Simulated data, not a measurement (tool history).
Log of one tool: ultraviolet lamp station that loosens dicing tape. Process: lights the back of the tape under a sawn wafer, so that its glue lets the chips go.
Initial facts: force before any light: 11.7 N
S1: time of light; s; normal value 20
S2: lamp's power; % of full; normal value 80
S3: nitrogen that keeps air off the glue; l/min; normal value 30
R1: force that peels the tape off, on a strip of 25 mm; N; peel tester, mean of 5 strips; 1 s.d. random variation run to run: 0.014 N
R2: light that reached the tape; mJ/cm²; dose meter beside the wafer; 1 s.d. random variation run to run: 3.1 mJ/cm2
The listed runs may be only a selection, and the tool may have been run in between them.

run	hour	S1	S2	S3	R1	R2
1	0	20	80	30	0.645	473
2	24.5	20	80	30	0.669	471
# hour 56.8: lamp changed
3	64	10	80	30	2.543	240
4	98.7	10	80	30	2.574	242
5	122.9	20	80	30	0.654	477
6	160	20	80	30	0.663	467
7	201.1	10	80	30	2.505	233
8	230.8	20	80	30	0.659	469
9	263.2	20	80	30	0.664	472
10	297.6	20	80	30	0.669	472
11	326	20	80	30	0.667	477
12	362.5	20	80	30	0.673	473
13	405.5	20	80	30	0.652	473
14	448.6	20	80	30	0.639	470
15	476.8	20	80	30	0.673	470
# hour 506.2: window cleaned of glue's vapour
16	517.4	20	80	30	0.648	472
17	553.5	20	80	30	0.639	478
18	585.1	20	80	30	0.69	476
19	610.2	20	80	30	0.673	469
20	638.2	20	64	30	1.118	381
21	669.1	20	80	30	0.665	472
22	697.3	20	80	30	0.68	476
23	725.9	35	80	16	0.358	832
24	766.1	27	68	12	1.222	547
25	785.7	19	61	14	2.338	346
26	813	20	80	21	0.945	474
27	831.6	20	80	21	0.956	479
28	862.4	30	75	17	0.517	672
29	888.1	30	75	17	0.546	668
30	919.3	20	75	55	0.454	448
31	948.8	20	80	28	0.713	470
32	980.5	20	80	45	0.46	469
33	1003.2	34	93	57	0.17	943
34	1043.6	33	93	41	0.199	920
35	1064.7	17	80	18	1.543	406
36	1082.6	17	80	18	1.476	404
37	1109.5	17	80	18	1.538	403
38	1144.3	17	80	18	1.498	402
39	1162.4	17	80	18	1.527	398
40	1196.3	17	80	18	1.499	402
41	1236.7	39	69	30	0.227	790
42	1279.1	27	68	20	0.705	544
43	1315.2	16	68	13	2.748	316
44	1354.9	16	68	13	2.814	318

Hidden state or all else? Some run-to-run changes of R1, split into what the settings, what came in and random variation would give without the hidden state, and what is left for the hidden state (with any gauge scatter that isn't in both results):
The tool's hidden condition here consists of: lamp's light, % of a new lamp's; light that the window lets through, % of a clean one's; drift of the gauge itself on peel_n, %; drift of the gauge itself on dose_mj_cm2, %.
Run 2 -> 3: S1 20 -> 10, lamp changed. R1 +1.874 N: hidden state -0.002, all else +1.876.
Run 4 -> 5: S1 10 -> 20. R1 -1.92 N: hidden state -0.003, all else -1.917.
Run 34 -> 35: S1 33 -> 17, S2 93 -> 80, S3 41 -> 18. R1 +1.344 N: hidden state +0.008, all else +1.336.
Run 40 -> 41: S1 17 -> 39, S2 80 -> 69, S3 18 -> 30. R1 -1.272 N: hidden state -0.008, all else -1.264.
Run 42 -> 43: S1 27 -> 16, S3 20 -> 13. R1 +2.043 N: hidden state +0.008, all else +2.035.
